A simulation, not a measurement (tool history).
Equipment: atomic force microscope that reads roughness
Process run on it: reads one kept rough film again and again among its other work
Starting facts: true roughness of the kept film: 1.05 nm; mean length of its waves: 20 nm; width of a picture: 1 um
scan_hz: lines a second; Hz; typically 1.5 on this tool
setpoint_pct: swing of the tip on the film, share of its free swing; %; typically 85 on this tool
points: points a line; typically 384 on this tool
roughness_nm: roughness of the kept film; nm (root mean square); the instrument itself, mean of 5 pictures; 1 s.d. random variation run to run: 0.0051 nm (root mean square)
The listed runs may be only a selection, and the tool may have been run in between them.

run	day	scan_hz	setpoint_pct	points	roughness_nm
1	0	1.5	85	384	0.8
2	0.329	1.5	85	384	0.8
# day 0.433: new tip fitted
3	0.817	1.5	85	384	0.798
4	1.325	1.5	85	384	0.785
5	1.583	1.5	85	384	0.792
6	2.088	1.5	85	384	0.798
7	2.546	1.5	58	384	0.903
8	2.967	1.5	58	384	0.905
9	3.467	1.5	58	384	0.892
10	3.996	1.5	58	384	0.898
11	4.4	1.5	57	384	0.903
12	4.854	1.5	57	384	0.911
13	5.258	1.5	57	525	0.912
14	5.796	1.5	57	525	0.899
15	6.033	2.22	57	399	0.89
16	6.388	1.5	84	453	0.822
17	6.875	1.5	84	453	0.801
# day 7.042: new tip fitted
18	7.262	1.5	78	312	0.827
19	7.758	3.24	86	626	0.681
20	8.004	0.97	60	344	0.912
21	8.288	0.55	60	384	0.923
22	8.621	3.17	63	403	0.85
23	9.046	3.17	63	403	0.843
24	9.538	3.48	77	403	0.749
25	9.938	1.74	63	629	0.883

Alternative continuations, all from the tool just after run 25; predict every row:
A	10.338	1.74	63	695	?
B	10.338	1.02	63	419	?
C	10.338	0.59	86	948	?
D	10.338	0.53	73	948	?

run	roughness_nm
A	0.896
B	0.908
C	0.884
D	0.918
Stripped of hidden state, with their random variation kept, the same runs would have yielded:
run	roughness_nm
A	0.897
B	0.909
C	0.885
D	0.919
